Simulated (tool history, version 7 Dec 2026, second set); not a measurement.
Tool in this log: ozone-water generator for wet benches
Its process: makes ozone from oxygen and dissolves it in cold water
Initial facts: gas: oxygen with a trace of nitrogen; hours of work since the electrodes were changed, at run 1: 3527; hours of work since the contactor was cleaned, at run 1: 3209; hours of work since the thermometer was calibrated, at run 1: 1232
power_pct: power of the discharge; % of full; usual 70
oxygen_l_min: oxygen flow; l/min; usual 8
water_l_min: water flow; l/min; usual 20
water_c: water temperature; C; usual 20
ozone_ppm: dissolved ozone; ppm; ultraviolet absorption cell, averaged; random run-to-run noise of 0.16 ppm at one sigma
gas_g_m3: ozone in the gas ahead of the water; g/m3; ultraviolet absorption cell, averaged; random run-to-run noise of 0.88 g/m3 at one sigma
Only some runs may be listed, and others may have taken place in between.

run,day,power_pct,oxygen_l_min,water_l_min,water_c,hours of work since the electrodes were changed,hours of work since the contactor was cleaned,hours of work since the thermometer was calibrated,ozone_ppm,gas_g_m3
1,0,70,8,20,20,3527,3209,1232,17.3,124.2
2,2.442,70,8,20,20,3578,3260,1283,17.4,123.3
3,4.979,70,8,20,20,3632,3314,1337,17.1,122.6
4,8.588,70,8,20,20,3708,3390,1413,17,124
5,10.975,70,6.97,20,20,3758,3440,1463,17.3,132.8
6,14.854,70,6.97,20,20,3840,3522,1544,17.1,131.3
7,18.112,70,6.97,20,20,3908,3590,1613,17,131.7
8,21.858,70,6.97,20,20,3987,3669,1692,17.3,130.1
9,24.25,70,8,20,20,4037,3719,1742,16.9,121.8
10,26.004,70,7.86,20,20,4074,3756,1779,16.7,122.5
11,28.246,70,7.86,20,20,4121,3803,1826,16.4,124.2
12,30.188,70,7.86,20,20,4162,3844,1867,16.6,123.5
# day 31.988: contactor cleaned
13,33.471,70,7.86,20,20,4228,31,1933,17,120.8
14,36.05,75,8,20,20,4282,85,1987,17.8,126.1
15,38.55,75,8,20,20,4335,138,2039,17.7,127.2
16,41.579,70,8,20,20,4398,202,2103,17.1,119.9
17,43.788,44,8,20,20,4445,248,2150,12.9,90.8
18,47.954,52,8,20,20,4532,336,2237,14.2,99.7
19,52.046,99,13.69,17,13,4619,422,2323,23.4,108.1
20,55.425,99,13.69,17,13,4690,493,2395,23.2,109.1
21,59.696,99,13.69,17,13,4779,583,2484,23.1,107.8
22,63.725,47,8,20,20,4864,668,2569,13.2,93.2
23,65.446,47,8,20,20,4900,704,2605,13.2,91.7
24,68.9,70,8,20,23,4973,777,2678,15.7,116.6
25,72.962,70,10.75,21,20,5058,862,2763,15.1,99.2
26,75.583,70,10.75,21,20,5114,917,2819,15.1,98.5
27,78.429,70,10.75,21,20,5174,977,2878,15.2,99.5
28,81.2,70,10.75,21,20,5232,1035,2937,15.2,98.1
29,84.562,70,10.75,21,20,5303,1106,3007,14.9,97.7
30,86.65,50,8,18,20,5347,1150,3051,14,93.9
31,89.333,50,8,18,20,5403,1207,3108,14,94.7
32,92.762,57,4.09,14,20,5475,1279,3180,18.4,144.7

Estimate the outcome of run 33 from the log above:
33,96.167,57,4.09,14,20,5547,1350,3252,?,?

{"run 33": {"ozone_ppm": 18.2, "gas_g_m3": 146.5}}
Had the tool carried no hidden state, the very same run would have given ozone_ppm 23 ppm, gas_g_m3 181.9 g/m3.
